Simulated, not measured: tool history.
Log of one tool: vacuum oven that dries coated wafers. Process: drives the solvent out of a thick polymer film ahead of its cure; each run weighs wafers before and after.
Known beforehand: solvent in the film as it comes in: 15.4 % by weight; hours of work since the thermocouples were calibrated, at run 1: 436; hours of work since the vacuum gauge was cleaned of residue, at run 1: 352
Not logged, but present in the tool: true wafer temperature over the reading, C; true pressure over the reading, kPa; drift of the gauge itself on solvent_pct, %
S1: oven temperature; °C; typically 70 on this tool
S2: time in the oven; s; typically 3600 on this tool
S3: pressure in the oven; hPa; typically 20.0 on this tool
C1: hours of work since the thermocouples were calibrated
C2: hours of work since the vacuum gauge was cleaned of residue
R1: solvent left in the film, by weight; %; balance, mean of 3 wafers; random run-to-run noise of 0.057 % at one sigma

| run | hour | S1 | S2 | S3 | C1 | C2 | R1 |
|---|---|---|---|---|---|---|---|
| 1 | 0.0 | 70 | 3600 | 20.0 | 436 | 352 | 3.04 |
| 2 | 6.8 | 62 | 3600 | 20.0 | 441 | 357 | 5.28 |
| 3 | 16.3 | 62 | 3600 | 20.0 | 447 | 363 | 5.25 |
| 4 | 32.9 | 62 | 3600 | 15.1 | 458 | 374 | 4.47 |
| 5 | 39.7 | 62 | 3600 | 15.1 | 463 | 379 | 4.40 |
| 6 | 55.1 | 62 | 3600 | 15.1 | 473 | 389 | 4.56 |
| 7 | 69.6 | 70 | 5100 | 20.0 | 483 | 399 | 2.86 |
| 8 | 83.9 | 70 | 2760 | 20.0 | 492 | 408 | 3.52 |
| 9 | 91.8 | 70 | 3780 | 20.0 | 497 | 413 | 2.97 |
| 10 | 105.4 | 70 | 2160 | 20.0 | 506 | 422 | 4.18 |
| 11 | 116.7 | 70 | 2160 | 20.0 | 514 | 430 | 4.12 |
| 12 | 125.1 | 73 | 3600 | 20.0 | 519 | 435 | 2.53 |
| 13 | 138.1 | 73 | 3600 | 20.0 | 528 | 444 | 2.57 |
| 14 | 154.3 | 73 | 3600 | 20.0 | 539 | 455 | 2.56 |
| 15 | 161.8 | 70 | 3600 | 20.0 | 544 | 460 | 2.99 |
| 16 | 172.5 | 70 | 3600 | 20.0 | 551 | 467 | 3.05 |
| 17 | 189.1 | 70 | 3600 | 20.0 | 562 | 478 | 3.09 |
| 18 | 205.6 | 70 | 3600 | 20.0 | 573 | 489 | 3.11 |
| 19 | 215.8 | 70 | 3600 | 20.0 | 580 | 495 | 3.11 |
| 20 | 225.6 | 70 | 3600 | 20.0 | 586 | 502 | 3.14 |
| 21 | 239.1 | 70 | 3600 | 20.0 | 595 | 511 | 3.13 |
| 22 | 255.6 | 70 | 3600 | 20.0 | 606 | 522 | 3.16 |
| 23 | 266.2 | 70 | 3600 | 20.0 | 613 | 529 | 3.11 |
| 24 | 277.9 | 70 | 3600 | 20.0 | 621 | 537 | 3.15 |
|  | 281.0 | oven's thermocouples calibrated |
| 25 | 289.7 | 63 | 4260 | 22.0 | 6 | 543 | 5.04 |
| 26 | 300.9 | 70 | 3660 | 12.8 | 13 | 551 | 2.28 |
| 27 | 310.3 | 70 | 1800 | 45.7 | 19 | 557 | 7.62 |

Run 28, settings as shown, results not yet in. Your forecast:
| 28 | 326.2 | 70 | 1800 | 45.7 | 30 | 567 | ? |

R1: 7.61 %
On a tool with no hidden condition, and with the same random variation, this run would have come out at R1 7.06 %.
